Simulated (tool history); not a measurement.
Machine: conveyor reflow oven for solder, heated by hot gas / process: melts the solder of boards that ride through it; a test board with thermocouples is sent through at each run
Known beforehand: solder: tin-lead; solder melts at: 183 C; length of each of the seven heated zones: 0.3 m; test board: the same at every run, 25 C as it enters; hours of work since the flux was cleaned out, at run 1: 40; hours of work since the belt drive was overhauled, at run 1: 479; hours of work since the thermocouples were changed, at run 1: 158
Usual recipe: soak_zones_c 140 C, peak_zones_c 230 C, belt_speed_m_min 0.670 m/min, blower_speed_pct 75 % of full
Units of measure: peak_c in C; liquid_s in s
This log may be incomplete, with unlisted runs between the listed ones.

run,hour,soak_zones_c,peak_zones_c,belt_speed_m_min,blower_speed_pct,hours of work since the flux was cleaned out,hours of work since the belt drive was overhauled,hours of work since the thermocouples were changed,peak_c,liquid_s
1,0.0,140,230,0.670,75,40,479,158,208.3,34.8
2,13.7,127,230,0.670,75,48,488,167,205.3,29.2
3,24.5,127,230,0.670,75,55,494,173,204.7,29.0
4,41.3,127,230,0.670,75,65,504,183,204.8,28.7
5,56.4,127,230,0.670,75,74,514,192,205.1,28.7
6,74.2,127,230,0.670,75,85,524,203,204.8,28.7
# hour 80.4: flux residue cleaned out of gas plates and filters
7,92.0,127,230,0.670,75,7,532,211,204.2,27.7
8,110.5,127,230,0.670,75,18,543,222,203.7,28.0
9,128.4,140,230,0.670,75,29,554,233,207.3,33.5
10,142.3,132,230,0.670,70,37,562,241,204.1,28.6
11,161.0,151,230,0.692,70,49,574,252,207.3,35.2
# hour 175.2: flux residue cleaned out of gas plates and filters, once more
12,179.0,151,230,0.692,70,2,582,260,208.3,36.7
13,198.1,151,230,0.692,70,14,593,272,208.6,36.1
14,213.2,151,230,0.626,50,23,602,281,207.1,38.1
15,230.9,127,230,0.778,81,34,613,292,200.3,20.7
16,241.7,132,240,0.752,52,40,619,298,201.1,22.0
17,259.6,155,230,0.670,75,51,630,309,211.4,41.0

Describe how what the log doesn't record of the tool's condition differs between the last listed run preceding each entry between runs and the first listed run following it.
In the gap between runs 6 and 7: flux residue cleaned out of gas plates and filters (hour 80.4)
  heat that the gas passes to the board, % of a clean oven's: 96.8 -> 95.5; belt's true speed, % of the reading: 99.25 -> 99.24; true gas temperature in zones 6 and 7 over the reading, C: -0.62 -> -0.64
  measured value less the no-hidden-state value, peak_c: -1.3 -> -1.8 C; liquid_s: -1.0 -> -1.5 s
In the gap between runs 11 and 12: flux residue cleaned out of gas plates and filters, once more (hour 175.2)
  heat that the gas passes to the board, % of a clean oven's: 94.1 -> 98.7; belt's true speed, % of the reading: 99.18 -> 99.17; true gas temperature in zones 6 and 7 over the reading, C: -0.75 -> -0.77
  measured value less the no-hidden-state value, peak_c: -2.0 -> -0.7 C; liquid_s: -1.5 -> -0.1 s
